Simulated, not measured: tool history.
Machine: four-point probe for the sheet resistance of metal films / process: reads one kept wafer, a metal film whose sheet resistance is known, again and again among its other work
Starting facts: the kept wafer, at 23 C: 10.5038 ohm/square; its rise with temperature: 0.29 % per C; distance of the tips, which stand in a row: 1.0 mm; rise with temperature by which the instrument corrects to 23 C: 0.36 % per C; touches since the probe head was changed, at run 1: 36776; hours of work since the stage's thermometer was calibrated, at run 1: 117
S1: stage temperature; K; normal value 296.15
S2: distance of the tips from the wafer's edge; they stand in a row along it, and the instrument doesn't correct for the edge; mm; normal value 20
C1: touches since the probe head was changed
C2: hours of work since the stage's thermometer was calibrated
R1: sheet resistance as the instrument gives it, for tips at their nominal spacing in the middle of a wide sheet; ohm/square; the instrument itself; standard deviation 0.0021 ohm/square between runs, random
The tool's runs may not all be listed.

run	hour	S1	S2	C1	C2	R1
1	0	296.15	20	36776	117	10.613055
2	14.6	296.15	20	37512	126	10.610934
3	26.7	296.15	20	38125	134	10.613987
4	40.1	292.15	20	38800	142	10.648316
5	51.4	292.15	20	39371	149	10.645241
6	75.5	300.15	20	40588	164	10.586229
7	87.6	292.15	20	41195	171	10.646076
8	98.9	296.15	10	41767	178	10.659593
9	119.2	296.15	10	42793	191	10.657925
10	144.4	296.15	10	44067	207	10.659578
11	159.5	296.15	10	44825	216	10.659067
12	179.5	302.15	20	45836	228	10.578189
13	200.8	302.15	47	46913	242	10.568014
14	211.6	296.15	7	47455	248	10.717813
15	221.7	296.15	36	47968	255	10.61171
16	245.3	296.15	36	49159	269	10.611383
17	269.9	308.15	36	50399	284	10.530378
18	287	296.15	20	51265	295	10.626691
19	298	296.15	20	51817	302	10.623807
20	314	296.15	20	52627	312	10.621163
21	329.2	296.15	20	53392	321	10.626137
22	347.1	296.15	20	54299	332	10.62419
23	359.3	296.15	20	54910	340	10.624114
24	370.1	291.15	48	55456	347	10.65278
25	383.6	295.15	65	56137	355	10.619655
26	407.6	295.15	65	57353	370	10.622716
27	421.9	295.15	26	58073	379	10.631642
28	443	296.15	39	59138	392	10.62099
29	462.1	296.15	39	60103	404	10.617084
30	480.6	301.15	4	61033	415	10.921958
31	495	301.15	4	61764	424	10.923656
32	513.5	294.15	3	62696	436	11.225938
33	524.4	294.15	3	63246	442	11.231241
34	543.4	301.15	16	64203	454	10.605035
35	567.2	293.15	51	65406	469	10.641104
36	585.1	298.15	29	66312	480	10.609254
37	607.7	298.15	29	67451	494	10.613009
38	620	300.15	5	68070	502	10.816376
39	633.2	295.15	6	68737	510	10.784485
40	655.8	293.15	4	69879	524	10.988437

A few steps of R1 between consecutive runs. Split each: what settings, incoming material and random variation would produce without the hidden state, and what is left over for the hidden state, along with gauge scatter present in only one of the two compared results (measured, and without hidden state):
Unlogged tool condition in this case: inner tips' distance over the nominal, %; tips' flats over new ones', %; wafer's true temperature over the reading, C; drift of the gauge itself on sheet_ohm, %.
Run 29 -> 30: S1 296.15 -> 301.15, S2 39 -> 4. R1 +0.304874 ohm/square: hidden state +0.003456, all else +0.301418.
Run 31 -> 32: S1 301.15 -> 294.15, S2 4 -> 3. R1 +0.302282 ohm/square: hidden state +0.003666, all else +0.298616.
Run 33 -> 34: S1 294.15 -> 301.15, S2 3 -> 16. R1 -0.626206 ohm/square: hidden state -0.005634, all else -0.620572.
